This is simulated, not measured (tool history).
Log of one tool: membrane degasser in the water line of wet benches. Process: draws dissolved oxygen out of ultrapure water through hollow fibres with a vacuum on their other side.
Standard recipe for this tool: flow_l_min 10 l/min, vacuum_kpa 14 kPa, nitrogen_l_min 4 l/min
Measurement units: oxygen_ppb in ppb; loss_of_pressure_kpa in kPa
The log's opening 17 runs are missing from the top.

run	hour	flow_l_min	vacuum_kpa	nitrogen_l_min	hours since the membrane was changed	hours since the vacuum gauge was calibrated	hours since the vacuum lines were made tight	oxygen_ppb	loss_of_pressure_kpa
18	2043.9	9	11.4	4.97	3776	2053	985	48.2	37.88
19	2145.8	9	11.4	4.53	3878	2155	1087	51.5	38.68
20	2241.9	10	16.8	3.55	3974	2251	1183	111.9	42.46
21	2370	14	16.8	2.6	4103	2379	1311	262.3	60.08
22	2533.7	6	14	4	4266	2543	1474	43	25.59
23	2686.3	10	13	4	4419	2696	1627	80.3	42.45
24	2793.3	9	17.7	4.99	4526	2803	1734	76.6	38.48
25	2913.8	13	9.8	10.8	4646	2923	1855	87.4	55.84
26	3007.4	13	9.8	10.8	4740	3017	1948	86.6	55.3
27	3145.2	13	9.8	10.8	4878	3155	2086	85.9	55.59
28	3253.7	16	11	2.52	4986	3263	2194	268.8	68.65
29	3382.9	10	12.5	2.52	5115	3392	2324	112.6	43.17
30	3515.3	10	12.5	2.52	5248	3525	2456	113	42.37
31	3688	10	28.2	3.3	5421	3697	2629	208.1	42.68

What if the next run were any one of these 4? Each begins from the tool's condition after run 31:
A	3787.2	7	26.7	11.74	5520	3797	2728	?	?
B	3787.2	14	19.1	7.59	5520	3797	2728	?	?
C	3787.2	10	25.7	2.46	5520	3797	2728	?	?
D	3787.2	10	14.3	3.3	5520	3797	2728	?	?

run	oxygen_ppb	loss_of_pressure_kpa
A	38.9	30.01
B	162.6	59.98
C	237.8	43.04
D	102.8	43.31
Stripped of hidden state, with their random variation kept, the same runs would have yielded:
run	oxygen_ppb	loss_of_pressure_kpa
A	37.3	29.33
B	152.4	58.63
C	230.7	42.07
D	98.1	42.33

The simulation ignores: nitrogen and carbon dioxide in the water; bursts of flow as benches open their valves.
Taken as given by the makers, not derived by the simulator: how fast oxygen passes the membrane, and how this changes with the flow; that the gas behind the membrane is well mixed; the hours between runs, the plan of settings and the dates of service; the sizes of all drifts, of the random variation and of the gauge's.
